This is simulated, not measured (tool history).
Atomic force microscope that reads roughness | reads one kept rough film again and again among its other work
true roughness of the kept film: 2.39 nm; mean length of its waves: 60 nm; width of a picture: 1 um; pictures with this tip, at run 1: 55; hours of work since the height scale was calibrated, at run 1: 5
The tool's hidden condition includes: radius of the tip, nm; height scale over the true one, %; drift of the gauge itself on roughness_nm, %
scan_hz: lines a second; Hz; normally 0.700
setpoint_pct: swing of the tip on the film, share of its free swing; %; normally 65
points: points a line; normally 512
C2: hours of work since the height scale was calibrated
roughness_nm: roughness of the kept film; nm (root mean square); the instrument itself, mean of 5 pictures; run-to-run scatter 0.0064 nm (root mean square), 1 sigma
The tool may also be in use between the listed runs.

{"run": 1, "hour": 0.0, "scan_hz": 0.7, "setpoint_pct": 65, "points": 512, "pictures with this tip": 55, "C2": 5, "roughness_nm": 2.233}
{"hour": 50.9, "done": "new tip fitted"}
{"run": 2, "hour": 60.8, "scan_hz": 0.7, "setpoint_pct": 65, "points": 512, "pictures with this tip": 8, "C2": 38, "roughness_nm": 2.263}
{"run": 3, "hour": 88.4, "scan_hz": 1.343, "setpoint_pct": 65, "points": 512, "pictures with this tip": 32, "C2": 54, "roughness_nm": 2.191}
{"run": 4, "hour": 131.2, "scan_hz": 1.343, "setpoint_pct": 65, "points": 512, "pictures with this tip": 69, "C2": 77, "roughness_nm": 2.159}
{"hour": 167.5, "done": "new tip fitted"}
{"run": 5, "hour": 177.7, "scan_hz": 0.7, "setpoint_pct": 65, "points": 512, "pictures with this tip": 8, "C2": 103, "roughness_nm": 2.273}
{"run": 6, "hour": 228.5, "scan_hz": 0.7, "setpoint_pct": 65, "points": 512, "pictures with this tip": 52, "C2": 131, "roughness_nm": 2.234}
{"hour": 283.2, "done": "new tip fitted"}
{"run": 7, "hour": 287.2, "scan_hz": 0.7, "setpoint_pct": 65, "points": 512, "pictures with this tip": 3, "C2": 164, "roughness_nm": 2.266}
{"run": 8, "hour": 341.5, "scan_hz": 0.7, "setpoint_pct": 65, "points": 512, "pictures with this tip": 50, "C2": 194, "roughness_nm": 2.242}
{"hour": 397.1, "done": "new tip fitted"}
{"run": 9, "hour": 402.2, "scan_hz": 0.7, "setpoint_pct": 65, "points": 512, "pictures with this tip": 5, "C2": 227, "roughness_nm": 2.263}
{"run": 10, "hour": 432.0, "scan_hz": 0.7, "setpoint_pct": 65, "points": 512, "pictures with this tip": 30, "C2": 244, "roughness_nm": 2.252}
{"run": 11, "hour": 466.7, "scan_hz": 0.7, "setpoint_pct": 65, "points": 512, "pictures with this tip": 60, "C2": 263, "roughness_nm": 2.243}
{"hour": 512.0, "done": "new tip fitted"}
{"run": 12, "hour": 523.3, "scan_hz": 0.7, "setpoint_pct": 65, "points": 512, "pictures with this tip": 9, "C2": 294, "roughness_nm": 2.275}
{"run": 13, "hour": 577.7, "scan_hz": 0.564, "setpoint_pct": 65, "points": 512, "pictures with this tip": 56, "C2": 325, "roughness_nm": 2.26}
{"hour": 625.3, "done": "new tip fitted"}
{"run": 14, "hour": 629.6, "scan_hz": 0.7, "setpoint_pct": 86, "points": 512, "pictures with this tip": 3, "C2": 353, "roughness_nm": 2.14}
{"run": 15, "hour": 679.1, "scan_hz": 0.7, "setpoint_pct": 65, "points": 512, "pictures with this tip": 46, "C2": 381, "roughness_nm": 2.245}
{"run": 16, "hour": 709.3, "scan_hz": 0.7, "setpoint_pct": 65, "points": 512, "pictures with this tip": 72, "C2": 398, "roughness_nm": 2.242}
{"hour": 740.9, "done": "new tip fitted"}
{"run": 17, "hour": 756.3, "scan_hz": 0.7, "setpoint_pct": 80, "points": 512, "pictures with this tip": 13, "C2": 423, "roughness_nm": 2.174}
{"run": 18, "hour": 808.4, "scan_hz": 0.932, "setpoint_pct": 65, "points": 512, "pictures with this tip": 58, "C2": 452, "roughness_nm": 2.214}
{"run": 19, "hour": 847.6, "scan_hz": 0.932, "setpoint_pct": 65, "points": 512, "pictures with this tip": 91, "C2": 474, "roughness_nm": 2.208}
{"hour": 856.3, "done": "new tip fitted"}
{"run": 20, "hour": 896.0, "scan_hz": 0.7, "setpoint_pct": 65, "points": 906, "pictures with this tip": 34, "C2": 501, "roughness_nm": 2.276}
{"run": 21, "hour": 923.5, "scan_hz": 0.7, "setpoint_pct": 65, "points": 906, "pictures with this tip": 58, "C2": 516, "roughness_nm": 2.26}
{"run": 22, "hour": 964.0, "scan_hz": 0.7, "setpoint_pct": 65, "points": 512, "pictures with this tip": 93, "C2": 539, "roughness_nm": 2.25}
{"hour": 969.0, "done": "new tip fitted"}
{"run": 23, "hour": 1015.5, "scan_hz": 0.7, "setpoint_pct": 65, "points": 512, "pictures with this tip": 40, "C2": 567, "roughness_nm": 2.254}
{"run": 24, "hour": 1057.8, "scan_hz": 0.7, "setpoint_pct": 65, "points": 512, "pictures with this tip": 76, "C2": 591, "roughness_nm": 2.248}
{"hour": 1084.2, "done": "new tip fitted"}
{"run": 25, "hour": 1123.1, "scan_hz": 0.7, "setpoint_pct": 65, "points": 512, "pictures with this tip": 34, "C2": 627, "roughness_nm": 2.274}
{"run": 26, "hour": 1173.6, "scan_hz": 0.7, "setpoint_pct": 65, "points": 512, "pictures with this tip": 77, "C2": 655, "roughness_nm": 2.241}
{"hour": 1198.7, "done": "new tip fitted"}
{"run": 27, "hour": 1218.8, "scan_hz": 2.449, "setpoint_pct": 89, "points": 462, "pictures with this tip": 17, "C2": 680, "roughness_nm": 1.656}
{"run": 28, "hour": 1273.9, "scan_hz": 2.449, "setpoint_pct": 89, "points": 462, "pictures with this tip": 64, "C2": 710, "roughness_nm": 1.637}
{"hour": 1313.2, "done": "new tip fitted"}
{"run": 29, "hour": 1328.1, "scan_hz": 2.449, "setpoint_pct": 89, "points": 462, "pictures with this tip": 12, "C2": 740, "roughness_nm": 1.662}

What does the tool deliver on the next run?
{"run": 30, "hour": 1367.9, "scan_hz": 2.449, "setpoint_pct": 89, "points": 462, "pictures with this tip": 47, "C2": 762, "roughness_nm": "?"}

{"run 30": {"roughness_nm": 1.652}}
Had the tool carried no hidden state, the very same run would have given roughness_nm 1.651 nm (root mean square).

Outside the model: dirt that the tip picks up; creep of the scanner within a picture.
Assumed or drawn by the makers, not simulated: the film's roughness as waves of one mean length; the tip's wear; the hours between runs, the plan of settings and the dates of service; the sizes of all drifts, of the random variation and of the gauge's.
